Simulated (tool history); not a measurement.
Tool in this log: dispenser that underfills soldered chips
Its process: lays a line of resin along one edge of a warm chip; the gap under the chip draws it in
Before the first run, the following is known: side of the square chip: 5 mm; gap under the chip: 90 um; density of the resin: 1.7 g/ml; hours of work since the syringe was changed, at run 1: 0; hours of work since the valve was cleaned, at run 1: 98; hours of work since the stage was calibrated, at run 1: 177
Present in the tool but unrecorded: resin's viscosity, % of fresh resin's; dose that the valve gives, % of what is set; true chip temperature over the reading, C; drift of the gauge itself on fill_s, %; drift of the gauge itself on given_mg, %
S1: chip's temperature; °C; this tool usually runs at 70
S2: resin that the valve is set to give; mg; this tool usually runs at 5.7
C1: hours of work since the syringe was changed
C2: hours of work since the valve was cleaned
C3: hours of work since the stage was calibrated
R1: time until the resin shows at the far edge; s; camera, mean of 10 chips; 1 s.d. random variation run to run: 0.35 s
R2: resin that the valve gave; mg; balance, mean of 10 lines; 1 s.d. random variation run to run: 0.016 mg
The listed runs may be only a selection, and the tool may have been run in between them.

Run 1, hour 0: usual settings; C1 0; C2 98; C3 177. Result: R1 20.2 s, R2 5.49 mg.
At hour 12.4: new syringe of resin.
Run 2, hour 14.9: usual settings; C1 2; C2 108; C3 187. Result: R1 21 s, R2 5.44 mg.
At hour 25.3: new syringe of resin.
Run 3, hour 29.9: usual settings but S1 66 °C; C1 3; C2 118; C3 196. Result: R1 29.6 s, R2 5.43 mg.
At hour 37.7: new syringe of resin.
Run 4, hour 37.8: usual settings but S1 66 °C; C1 0; C2 123; C3 201. Result: R1 24.5 s, R2 5.4 mg.
At hour 49.7: new syringe of resin.
Run 5, hour 51.2: usual settings but S1 66 °C; C1 1; C2 131; C3 210. Result: R1 24.8 s, R2 5.39 mg.
At hour 56.7: dispensing valve cleaned and set on the balance.
Run 6, hour 58.7: usual settings but S1 66 °C; C1 5; C2 1; C3 214. Result: R1 32.8 s, R2 5.69 mg.
At hour 62.7: new syringe of resin.
Run 7, hour 65.4: usual settings but S1 57 °C; C1 2; C2 5; C3 218. Result: R1 45.2 s, R2 5.67 mg.
At hour 74.6: new syringe of resin.
Run 8, hour 75.3: usual settings but S1 57 °C; C1 0; C2 12; C3 225. Result: R1 40.6 s, R2 5.68 mg.
Run 9, hour 85.4: usual settings but S1 57 °C; C1 7; C2 18; C3 231. Result: R1 63.4 s, R2 5.64 mg.
At hour 86.4: new syringe of resin.
At hour 98.3: new syringe of resin.
Run 10, hour 99.8: usual settings but S1 57 °C; C1 1; C2 27; C3 240. Result: R1 42.8 s, R2 5.61 mg.
At hour 110.7: new syringe of resin.
Run 11, hour 113.2: usual settings but S1 57 °C; C1 2; C2 36; C3 249. Result: R1 43.7 s, R2 5.6 mg.
At hour 122.8: new syringe of resin.
Run 12, hour 122.9: usual settings but S1 63 °C; C1 0; C2 42; C3 255. Result: R1 28.7 s, R2 5.58 mg.
Run 13, hour 130.2: usual settings; C1 5; C2 47; C3 260. Result: R1 26.4 s, R2 5.61 mg.
At hour 135.7: new syringe of resin.
Run 14, hour 141.8: usual settings but S2 5.3 mg; C1 4; C2 54; C3 267. Result: R1 25.6 s, R2 5.17 mg.
At hour 148.4: new syringe of resin.
Run 15, hour 156.2: usual settings but S1 79 °C, S2 5.3 mg; C1 5; C2 64; C3 276. Result: R1 17.6 s, R2 5.17 mg.
At hour 160.9: new syringe of resin.
Run 16, hour 167.9: usual settings but S1 81 °C, S2 5.34 mg; C1 5; C2 71; C3 284. Result: R1 15.3 s, R2 5.23 mg.
At hour 173.3: new syringe of resin.
Run 17, hour 174.8: usual settings but S1 81 °C, S2 5.34 mg; C1 1; C2 75; C3 288. Result: R1 11.5 s, R2 5.16 mg.
At hour 185.5: new syringe of resin.
Run 18, hour 188.5: usual settings but S1 81 °C, S2 5.34 mg; C1 2; C2 84; C3 297. Result: R1 13.1 s, R2 5.13 mg.
At hour 197.7: new syringe of resin.
Run 19, hour 201.5: usual settings but S1 59 °C, S2 6 mg; C1 3; C2 92; C3 305. Result: R1 42.2 s, R2 5.74 mg.
At hour 210: new syringe of resin.
Run 20, hour 212.4: usual settings but S1 61 °C, S2 7.38 mg; C1 2; C2 99; C3 312. Result: R1 35.1 s, R2 7.11 mg.
At hour 222.2: new syringe of resin.
Run 21, hour 224.9: usual settings but S1 61 °C, S2 7.38 mg; C1 2; C2 107; C3 320. Result: R1 35 s, R2 7.05 mg.
At hour 235.1: new syringe of resin.
Run 22, hour 235.3: usual settings but S1 77 °C, S2 5.17 mg; C1 0; C2 114; C3 327. Result: R1 14.7 s, R2 4.9 mg.
Run 23, hour 246.5: usual settings but S1 77 °C, S2 5.17 mg; C1 7; C2 121; C3 334. Result: R1 22.2 s, R2 4.89 mg.
At hour 247.5: new syringe of resin.
At hour 259.3: new syringe of resin.
Run 24, hour 259.9: usual settings but S1 75 °C, S2 5.89 mg; C1 0; C2 130; C3 342. Result: R1 16.1 s, R2 5.58 mg.
At hour 267.4: dispensing valve cleaned and set on the balance.
Run 25, hour 270.3: usual settings but S1 75 °C, S2 5.59 mg; C1 7; C2 2; C3 349. Result: R1 23.6 s, R2 5.57 mg.
At hour 272.5: new syringe of resin.
Run 26, hour 278.2: usual settings but S1 60 °C, S2 5.1 mg; C1 4; C2 7; C3 354. Result: R1 44.3 s, R2 5.07 mg.
At hour 284.9: new syringe of resin.
Run 27, hour 289.7: usual settings but S1 60 °C, S2 5.08 mg; C1 3; C2 14; C3 361. Result: R1 42.5 s, R2 5.05 mg.

3 ways to go on from here, each from the tool as it stands after run 27. What would each give?
At hour 296.7: new syringe of resin.
Run A, hour 296.7: usual settings but S1 55 °C, S2 6.3 mg; C1 0; C2 19; C3 365. Result: R1 ?, R2 ?.
At hour 296.7: new syringe of resin.
Run B, hour 296.7: usual settings but S1 57 °C, S2 6.78 mg; C1 0; C2 19; C3 365. Result: R1 ?, R2 ?.
At hour 296.7: new syringe of resin.
Run C, hour 296.7: usual settings but S1 65 °C, S2 6.88 mg; C1 0; C2 19; C3 365. Result: R1 ?, R2 ?.

run    R1    R2
  A  45.4  6.21
  B  40.7  6.76
  C  25.9  6.83
With no hidden state in the tool, these same runs would have given:
run    R1    R2
  A  41.8  6.27
  B  37.5  6.83
  C    24  6.89
